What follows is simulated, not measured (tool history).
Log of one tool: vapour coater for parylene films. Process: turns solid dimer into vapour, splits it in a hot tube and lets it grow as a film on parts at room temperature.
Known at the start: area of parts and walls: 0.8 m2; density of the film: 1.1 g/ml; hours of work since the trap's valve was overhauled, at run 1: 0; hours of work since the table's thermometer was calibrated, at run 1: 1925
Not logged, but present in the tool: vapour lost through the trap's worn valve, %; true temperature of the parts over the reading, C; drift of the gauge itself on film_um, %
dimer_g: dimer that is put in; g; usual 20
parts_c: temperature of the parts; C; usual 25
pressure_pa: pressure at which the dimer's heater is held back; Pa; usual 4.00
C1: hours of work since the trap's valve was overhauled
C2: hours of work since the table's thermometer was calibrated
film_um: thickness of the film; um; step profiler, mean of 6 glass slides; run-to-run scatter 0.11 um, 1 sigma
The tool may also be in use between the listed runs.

run 1 hour=0.0 | dimer_g=20 parts_c=25 pressure_pa=4.00 | C1=0 C2=1925 | film_um=13.38
run 2 hour=33.7 | dimer_g=20 parts_c=25 pressure_pa=4.00 | C1=27 C2=1952 | film_um=13.44
run 3 hour=69.1 | dimer_g=20 parts_c=32 pressure_pa=4.00 | C1=55 C2=1981 | film_um=10.54
run 4 hour=109.3 | dimer_g=20 parts_c=32 pressure_pa=4.00 | C1=87 C2=2013 | film_um=10.64
run 5 hour=163.5 | dimer_g=20 parts_c=23 pressure_pa=4.00 | C1=131 C2=2056 | film_um=13.89
run 6 hour=221.8 | dimer_g=20 parts_c=25 pressure_pa=4.00 | C1=177 C2=2103 | film_um=12.74
-- hour=228.7 table's thermometer calibrated
run 7 hour=275.9 | dimer_g=20 parts_c=25 pressure_pa=4.00 | C1=220 C2=38 | film_um=12.50
run 8 hour=307.8 | dimer_g=14 parts_c=25 pressure_pa=11.11 | C1=245 C2=63 | film_um=7.00
run 9 hour=353.3 | dimer_g=23 parts_c=23 pressure_pa=7.80 | C1=282 C2=100 | film_um=12.95
run 10 hour=382.7 | dimer_g=23 parts_c=23 pressure_pa=7.80 | C1=305 C2=123 | film_um=13.45
run 11 hour=420.2 | dimer_g=9 parts_c=22 pressure_pa=2.87 | C1=335 C2=153 | film_um=6.42
-- hour=456.1 trap's valve overhauled
run 12 hour=458.1 | dimer_g=9 parts_c=22 pressure_pa=2.87 | C1=2 C2=180 | film_um=7.02
run 13 hour=489.9 | dimer_g=32 parts_c=28 pressure_pa=2.25 | C1=27 C2=206 | film_um=21.80
run 14 hour=545.4 | dimer_g=23 parts_c=18 pressure_pa=4.00 | C1=71 C2=250 | film_um=18.49

Consider 4 possible next runs. They are alternatives, not a sequence: every one starts from the tool as it was left by run 14. What does each give?
run A hour=575.2 | dimer_g=15 parts_c=21 pressure_pa=2.14 | C1=95 C2=274 | film_um=?
run B hour=575.2 | dimer_g=8 parts_c=30 pressure_pa=4.93 | C1=95 C2=274 | film_um=?
run C hour=575.2 | dimer_g=14 parts_c=25 pressure_pa=3.47 | C1=95 C2=274 | film_um=?
run D hour=575.2 | dimer_g=23 parts_c=25 pressure_pa=4.00 | C1=95 C2=274 | film_um=?

run=A film_um=12.43
run=B film_um=4.33
run=C film_um=9.34
run=D film_um=14.95
With no hidden state in the tool, these same runs would have given:
run=A film_um=13.11
run=B film_um=4.57
run=C film_um=9.85
run=D film_um=15.77

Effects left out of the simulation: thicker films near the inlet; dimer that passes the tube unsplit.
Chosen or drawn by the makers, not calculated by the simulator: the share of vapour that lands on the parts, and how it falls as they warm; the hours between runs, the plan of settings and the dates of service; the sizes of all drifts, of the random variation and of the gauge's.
